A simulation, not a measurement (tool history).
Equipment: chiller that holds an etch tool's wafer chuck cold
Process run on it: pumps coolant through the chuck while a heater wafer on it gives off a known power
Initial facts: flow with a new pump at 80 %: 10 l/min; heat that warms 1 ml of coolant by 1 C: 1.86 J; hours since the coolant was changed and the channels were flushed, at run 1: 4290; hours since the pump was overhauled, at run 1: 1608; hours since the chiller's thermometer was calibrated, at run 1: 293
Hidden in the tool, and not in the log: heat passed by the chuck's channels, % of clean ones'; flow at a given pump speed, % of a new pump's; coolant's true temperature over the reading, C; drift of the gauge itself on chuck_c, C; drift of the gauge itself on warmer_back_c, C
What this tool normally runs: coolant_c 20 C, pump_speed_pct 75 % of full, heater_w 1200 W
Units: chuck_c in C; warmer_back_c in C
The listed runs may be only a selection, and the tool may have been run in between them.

| run | hour | coolant_c | pump_speed_pct | heater_w | hours since the coolant was changed and the channels were flushed | hours since the pump was overhauled | hours since the chiller's thermometer was calibrated | chuck_c | warmer_back_c |
|---|---|---|---|---|---|---|---|---|---|
| 1 | 0.0 | 20 | 75 | 1200 | 4290 | 1608 | 293 | 31.8 | 4.18 |
| 2 | 43.7 | 22 | 75 | 1200 | 4333 | 1652 | 337 | 34.1 | 4.27 |
| 3 | 115.6 | 20 | 75 | 1200 | 4405 | 1724 | 409 | 32.1 | 4.19 |
| 4 | 158.6 | 20 | 75 | 1200 | 4448 | 1767 | 452 | 32.1 | 4.22 |
| 5 | 207.8 | 23 | 75 | 1200 | 4498 | 1816 | 501 | 34.8 | 4.24 |
| 6 | 251.1 | 23 | 75 | 1200 | 4541 | 1859 | 545 | 34.9 | 4.25 |
| 7 | 323.7 | 23 | 75 | 1200 | 4613 | 1932 | 617 | 35.1 | 4.22 |
| 8 | 383.1 | 20 | 75 | 1089 | 4673 | 1991 | 677 | 31.0 | 3.78 |
| 9 | 447.0 | 20 | 75 | 1089 | 4737 | 2055 | 740 | 31.0 | 3.83 |
| 10 | 512.0 | 20 | 91 | 1089 | 4802 | 2120 | 805 | 29.3 | 3.17 |
| 11 | 568.7 | 20 | 61 | 1200 | 4858 | 2177 | 862 | 34.5 | 5.30 |
| 12 | 646.8 | 20 | 61 | 1200 | 4937 | 2255 | 940 | 34.5 | 5.31 |
| 13 | 688.6 | 20 | 61 | 1200 | 4978 | 2297 | 982 | 34.8 | 5.32 |
| 14 | 768.1 | 20 | 75 | 1200 | 5058 | 2376 | 1062 | 32.4 | 4.25 |
| 15 | 832.4 | 20 | 75 | 737 | 5122 | 2440 | 1126 | 27.4 | 2.65 |
| 16 | 886.3 | 20 | 75 | 900 | 5176 | 2494 | 1180 | 29.2 | 3.18 |
| 17 | 950.5 | 20 | 90 | 1004 | 5240 | 2559 | 1244 | 28.6 | 2.89 |
| 18 | 1000.8 | 21 | 75 | 944 | 5291 | 2609 | 1294 | 30.5 | 3.37 |
| 19 | 1057.0 | 16 | 64 | 668 | 5347 | 2665 | 1350 | 23.8 | 2.81 |
| 20 | 1093.0 | 16 | 64 | 668 | 5383 | 2701 | 1387 | 24.0 | 2.85 |
| 21 | 1134.1 | 15 | 89 | 1594 | 5424 | 2742 | 1428 | 29.2 | 4.67 |
| 22 | 1172.8 | 15 | 89 | 1568 | 5463 | 2781 | 1466 | 28.9 | 4.57 |
| 23 | 1246.3 | 15 | 65 | 1472 | 5536 | 2854 | 1540 | 32.3 | 6.15 |
| 24 | 1285.0 | 15 | 65 | 1472 | 5575 | 2893 | 1578 | 32.2 | 6.16 |
| 25 | 1326.8 | 16 | 75 | 1200 | 5617 | 2935 | 1620 | 28.6 | 4.28 |
| 26 | 1398.7 | 23 | 64 | 1331 | 5688 | 3007 | 1692 | 38.9 | 5.67 |
| 27 | 1448.3 | 20 | 83 | 968 | 5738 | 3056 | 1742 | 29.2 | 3.07 |
| 28 | 1509.4 | 20 | 83 | 968 | 5799 | 3117 | 1803 | 29.1 | 3.08 |
| 29 | 1581.5 | 20 | 83 | 968 | 5871 | 3190 | 1875 | 29.2 | 3.08 |
| 30 | 1648.3 | 12 | 77 | 1200 | 5938 | 3256 | 1942 | 24.2 | 4.17 |
| 31 | 1711.8 | 21 | 72 | 729 | 6002 | 3320 | 2005 | 28.7 | 2.66 |
| 32 | 1787.1 | 13 | 61 | 1039 | 6077 | 3395 | 2081 | 26.0 | 4.61 |

Below are 3 alternative next runs, each starting from the tool's condition after run 32. Predict each:
| A | 1827.6 | 22 | 94 | 1011 | 6117 | 3436 | 2121 | ? | ? |
| B | 1827.6 | 11 | 72 | 1551 | 6117 | 3436 | 2121 | ? | ? |
| C | 1827.6 | 20 | 72 | 1200 | 6117 | 3436 | 2121 | ? | ? |

| run | chuck_c | warmer_back_c |
|---|---|---|
| A | 30.6 | 2.82 |
| B | 28.2 | 5.84 |
| C | 33.2 | 4.46 |
Without the tool's hidden state the same runs would have given:
| run | chuck_c | warmer_back_c |
|---|---|---|
| A | 29.1 | 2.73 |
| B | 25.1 | 5.65 |
| C | 30.8 | 4.31 |
